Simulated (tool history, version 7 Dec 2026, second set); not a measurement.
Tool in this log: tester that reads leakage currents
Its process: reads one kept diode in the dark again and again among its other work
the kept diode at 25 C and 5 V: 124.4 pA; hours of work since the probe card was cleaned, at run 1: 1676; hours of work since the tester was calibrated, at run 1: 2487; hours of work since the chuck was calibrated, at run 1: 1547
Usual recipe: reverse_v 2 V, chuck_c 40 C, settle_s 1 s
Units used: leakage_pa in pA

run    hour  reverse_v  chuck_c  settle_s  hours of work since the probe card was cleaned  hours of work since the tester was calibrated  hours of work since the chuck was calibrated  leakage_pa
  1       0          2       40         1                                            1676                                           2487                                          1547      310.81
  2    53.9          2       40         1                                            1718                                           2529                                          1589      312.01
  3   148.8          2       40         1                                            1792                                           2603                                          1663      312.16
  4   222.4          2       53         1                                            1849                                           2661                                          1720      928.87
  5   280.4          2       53         1                                            1895                                           2706                                          1766      924.63
  6   398.9          2       53         1                                            1987                                           2799                                          1858      928.01
      521.6  -- probe card cleaned and baked
  7   527.5          2       49         1                                               5                                           2897                                          1956      666.71
  8   638.2          2       49         1                                              91                                           2983                                          2043      668.96
  9   702.4          2       40         1                                             141                                           3033                                          2093      313.83
        732  -- chuck's temperature calibrated
 10   794.1          2       25         1                                             211                                           3103                                            48       80.01
 11   850.4          2       25         1                                             255                                           3147                                            92        80.2
 12   952.9          2       40         1                                             335                                           3228                                           173      312.88
 13  1059.6          2       40         1                                             419                                           3311                                           256      314.21
 14  1119.5      13.01       40         1                                             466                                           3358                                           303      777.87
     1151.6  -- tester calibrated
 15  1227.9      13.01       40         1                                             549                                             60                                           386       786.4
 16  1302.1          2       40         1                                             607                                            118                                           444      313.71
 17  1399.9          2       45         1                                             683                                            194                                           520      478.11
 18    1452          2       45         1                                             724                                            235                                           561      481.53
 19  1522.1          2       40         1                                             778                                            289                                           616      313.65
 20  1636.7          2       40         1                                             868                                            379                                           705      312.09
 21  1753.7          2       40         1                                             959                                            470                                           797      312.19
 22  1870.9          2       40         1                                            1051                                            562                                           888       313.5
 23  1931.7       2.28       54      1.31                                            1098                                            609                                           936     1073.13
 24  1993.3      19.02       38      0.43                                            1147                                            657                                           984      799.41
 25  2100.6      19.02       38      0.43                                            1230                                            741                                          1068      796.77
 26  2207.1       1.82       30      8.39                                            1314                                            824                                          1151      122.28
 27  2303.5       1.82       30      8.39                                            1389                                            900                                          1226      120.88
 28  2409.3       1.82       30      8.39                                            1472                                            982                                          1309      121.62
 29  2519.3       1.82       30      8.39                                            1557                                           1068                                          1395      122.15
 30  2570.5          2       50      0.48                                            1597                                           1108                                          1435      727.75
 31  2634.2          2       50      0.48                                            1647                                           1158                                          1484      727.68
 32  2711.6          2       50      0.48                                            1708                                           1219                                          1545      722.92
 33  2782.8       8.51       45      5.64                                            1763                                           1274                                          1601      970.51
 34  2908.2       8.51       45      5.64                                            1861                                           1372                                          1698      970.61
 35  3006.4       1.14       26      0.65                                            1938                                           1449                                          1775       67.01
 36  3080.4       4.03       29         1                                            1996                                           1507                                          1833      164.61
 37  3132.6       4.98       40      8.57                                            2037                                           1548                                          1874      490.16
     3191.9  -- probe card cleaned and baked
 38  3243.1       4.98       40      8.57                                              40                                           1631                                          1958      488.04
 39    3351       1.63       43      0.48                                             124                                           1716                                          2042      365.42
     3444.4  -- chuck's temperature calibrated
 40  3452.5       1.63       43      0.48                                             202                                           1793                                             6      367.13

Take each entry between the runs: how does the hidden state at the last listed run before it differ from the hidden state at the first listed run after it?
Logged between run 6 and run 7: probe card cleaned and baked (hour 521.6)
  stray current of the dirty probe card, pA a volt: 0.046 -> 0.02
  what was measured, less what the result would be without the hidden state, leakage_pa: -1.03 -> -0.84 pA
Logged between run 9 and run 10: chuck's temperature calibrated (hour 732)
  stray current of the dirty probe card, pA a volt: 0.022 -> 0.023; true chuck temperature over the reading, C: -0.02 -> 0
  what was measured, less what the result would be without the hidden state, leakage_pa: -0.44 -> -0.01 pA
Logged between run 14 and run 15: tester calibrated (hour 1151.6)
  stray current of the dirty probe card, pA a volt: 0.026 -> 0.028; current scale over the true one, %: -0.01 -> 0
  what was measured, less what the result would be without the hidden state, leakage_pa: -0.21 -> -0.18 pA
Logged between run 37 and run 38: probe card cleaned and baked (hour 3191.9)
  stray current of the dirty probe card, pA a volt: 0.048 -> 0.021
  what was measured, less what the result would be without the hidden state, leakage_pa: -0.54 -> -0.7 pA
Logged between run 39 and run 40: chuck's temperature calibrated (hour 3444.4)
  stray current of the dirty probe card, pA a volt: 0.022 -> 0.023; true chuck temperature over the reading, C: -0.02 -> 0
  what was measured, less what the result would be without the hidden state, leakage_pa: -0.54 -> +0.01 pA

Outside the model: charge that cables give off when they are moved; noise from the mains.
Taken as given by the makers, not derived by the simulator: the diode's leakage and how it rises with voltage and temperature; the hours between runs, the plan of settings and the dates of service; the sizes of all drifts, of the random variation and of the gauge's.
